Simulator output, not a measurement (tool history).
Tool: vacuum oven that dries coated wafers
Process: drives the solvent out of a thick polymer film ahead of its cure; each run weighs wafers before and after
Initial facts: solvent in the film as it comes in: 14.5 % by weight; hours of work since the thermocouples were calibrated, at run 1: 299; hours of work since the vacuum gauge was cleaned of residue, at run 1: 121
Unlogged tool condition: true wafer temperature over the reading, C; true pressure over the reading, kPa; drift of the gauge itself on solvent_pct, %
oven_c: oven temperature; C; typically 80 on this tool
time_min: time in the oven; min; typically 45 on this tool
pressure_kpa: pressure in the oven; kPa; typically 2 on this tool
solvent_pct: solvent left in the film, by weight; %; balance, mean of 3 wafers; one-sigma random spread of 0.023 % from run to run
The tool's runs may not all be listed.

run   hour  oven_c  time_min  pressure_kpa  hours of work since the thermocouples were calibrated  hours of work since the vacuum gauge was cleaned of residue  solvent_pct
  1      0      80        45             2                                                    299                                                          121         1.99
  2    6.9      80        45             2                                                    302                                                          123         2.02
  3     14      80        45          5.45                                                    305                                                          126         3.28
  4   20.9      80        45          5.45                                                    307                                                          129         3.18
  5   26.2      80        45          1.15                                                    310                                                          131          1.7
  6   36.3      89        45             2                                                    314                                                          135         0.75
  7   45.4      89        45          2.21                                                    317                                                          139         0.81
  8   55.7      80        45             2                                                    322                                                          143         1.98
  9     61      80        45             2                                                    324                                                          145            2
 10     73      80        30             2                                                    329                                                          150          3.3
 11   79.4      80        30             2                                                    331                                                          153         3.34
 12   87.1      92        30             2                                                    334                                                          156         0.95
 13   93.5      92        30             2                                                    337                                                          159         0.99
 14  104.7      92        63          1.32                                                    342                                                          163         0.37
 15  116.7      92        63          1.32                                                    347                                                          168         0.35
     119.4  -- oven's thermocouples calibrated
 16  129.3      79        66          4.46                                                      4                                                          173         2.39
 17  139.4      78        66          2.42                                                      8                                                          177         1.72
 18  147.7      80        28          7.86                                                     12                                                          180         5.55
 19  158.9      80        78          3.77                                                     16                                                          185         1.78
     172.6  -- oven's thermocouples calibrated, once more
 20  172.8      80        78          3.77                                                      0                                                          190         1.63
 21  181.6      80        78          3.77                                                      4                                                          193         1.67
 22  192.6      80        78          3.77                                                      8                                                          198         1.59
 23  200.9      79        56             2                                                     12                                                          201          1.5
 24  208.2      90        35             2                                                     15                                                          204         0.92
 25  216.3      73        48          6.66                                                     18                                                          207          5.3

Consider 4 possible next runs. They are alternatives, not a sequence: every one starts from the tool as it was left by run 25. What does each give?
  A   226      95        26          1.65                                                     22                                                          211            ?
  B   226      81        76          4.28                                                     22                                                          211            ?
  C   226      94        30          6.66                                                     22                                                          211            ?
  D   226      73        37          1.12                                                     22                                                          211            ?

run  solvent_pct
  A         0.66
  B         1.75
  C         1.75
  D         3.98
Without the tool's unlogged condition, the same runs would have read:
run  solvent_pct
  A         0.66
  B         1.75
  C         1.75
  D            4
